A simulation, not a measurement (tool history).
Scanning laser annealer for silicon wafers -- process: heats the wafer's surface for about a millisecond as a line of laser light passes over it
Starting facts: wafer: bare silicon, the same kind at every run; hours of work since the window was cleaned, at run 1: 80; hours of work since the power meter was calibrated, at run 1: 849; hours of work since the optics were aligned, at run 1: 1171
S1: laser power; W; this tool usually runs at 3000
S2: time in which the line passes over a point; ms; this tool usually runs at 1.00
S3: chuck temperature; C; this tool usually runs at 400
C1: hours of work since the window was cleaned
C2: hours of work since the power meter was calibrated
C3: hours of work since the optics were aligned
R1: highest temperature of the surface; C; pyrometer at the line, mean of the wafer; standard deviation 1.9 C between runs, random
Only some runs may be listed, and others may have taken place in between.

run,hour,S1,S2,S3,C1,C2,C3,R1
1,0.0,3000,1.00,400,80,849,1171,1152
2,29.8,3000,1.00,400,99,868,1190,1153
3,62.6,3000,1.00,400,121,889,1212,1149
4,91.9,3000,1.00,400,140,908,1230,1147
5,131.9,3000,1.00,400,165,934,1256,1146
6,160.8,3000,1.00,400,184,952,1275,1142
7,193.4,3000,1.00,400,205,973,1296,1139
8,215.8,3000,1.00,400,219,988,1310,1137
9,237.7,3000,1.00,400,233,1002,1324,1138
10,273.8,3000,1.00,400,257,1025,1348,1137
11,308.7,3000,1.13,400,279,1048,1370,1184
# hour 358.6: optics aligned, line set to its width
12,360.0,3000,1.13,400,309,1078,1,1200
13,392.8,3000,1.13,400,330,1099,22,1198
14,420.3,3000,1.13,400,348,1116,40,1196
# hour 445.1: window over the wafer cleaned
15,463.8,3000,1.00,400,12,1143,67,1178
16,498.0,3000,1.00,400,34,1165,89,1175
# hour 504.2: laser's power meter calibrated
17,543.9,3000,1.00,400,62,26,116,1175
18,580.5,3000,1.00,400,85,49,140,1169
19,611.3,3000,1.00,400,105,69,160,1169
# hour 638.2: laser's power meter calibrated, once more
20,645.5,2902,1.00,400,125,5,180,1131
21,673.4,2902,1.00,400,143,23,198,1131
22,713.9,2902,1.00,400,169,49,224,1125
23,740.1,2944,1.06,416,186,66,241,1175
24,765.1,2575,0.83,415,202,82,257,978
25,811.2,2575,1.15,425,232,111,286,1104
26,858.3,2843,1.00,413,262,142,317,1109
27,882.4,2843,1.00,413,278,157,332,1110
28,906.7,2843,1.00,413,294,173,348,1107
29,955.3,2739,1.00,391,325,204,379,1053
30,994.1,2739,1.00,391,350,229,404,1051
# hour 1016.1: window over the wafer cleaned
31,1023.8,2739,1.00,391,5,247,422,1084
32,1065.4,2556,0.95,407,32,274,449,1025
33,1107.7,2556,0.95,407,59,301,476,1022
34,1141.0,2556,0.95,407,80,323,498,1021
35,1181.8,2556,0.95,407,107,349,524,1017
36,1219.7,2880,1.14,409,131,373,548,1188
37,1249.6,2583,1.07,399,150,393,568,1056
38,1279.7,2934,1.07,400,170,412,587,1161
39,1327.7,3153,0.92,435,201,443,618,1190
40,1353.9,3262,0.83,363,218,460,635,1099
41,1382.3,3262,0.83,363,236,478,653,1101
42,1424.0,2555,1.12,395,263,505,680,1052

Below, some changes in R1 between adjacent runs. For each, the amount present without the hidden state too (settings, incoming material, random variation) and the amount remaining for the hidden state with gauge scatter not shared by both compared results:
What the log doesn't record here: light that passes the window, % of a clean one's; laser's true power over the reading, %; width of the line over the set one, %; drift of the gauge itself on peak_c, C.
Run 11 -> 12: optics aligned, line set to its width. R1 +16 C: hidden state +15, all else +1.
Run 14 -> 15: S2 1.13 -> 1.00, window over the wafer cleaned. R1 -18 C: hidden state +40, all else -58.
Run 23 -> 24: S1 2944 -> 2575, S2 1.06 -> 0.83, S3 416 -> 415. R1 -197 C: hidden state +6, all else -203.
Run 30 -> 31: window over the wafer cleaned. R1 +33 C: hidden state +36, all else -3.
Run 35 -> 36: S1 2556 -> 2880, S2 0.95 -> 1.14, S3 407 -> 409. R1 +171 C: hidden state -8, all else +179.
Run 36 -> 37: S1 2880 -> 2583, S2 1.14 -> 1.07, S3 409 -> 399. R1 -132 C: hidden state +1, all else -133.

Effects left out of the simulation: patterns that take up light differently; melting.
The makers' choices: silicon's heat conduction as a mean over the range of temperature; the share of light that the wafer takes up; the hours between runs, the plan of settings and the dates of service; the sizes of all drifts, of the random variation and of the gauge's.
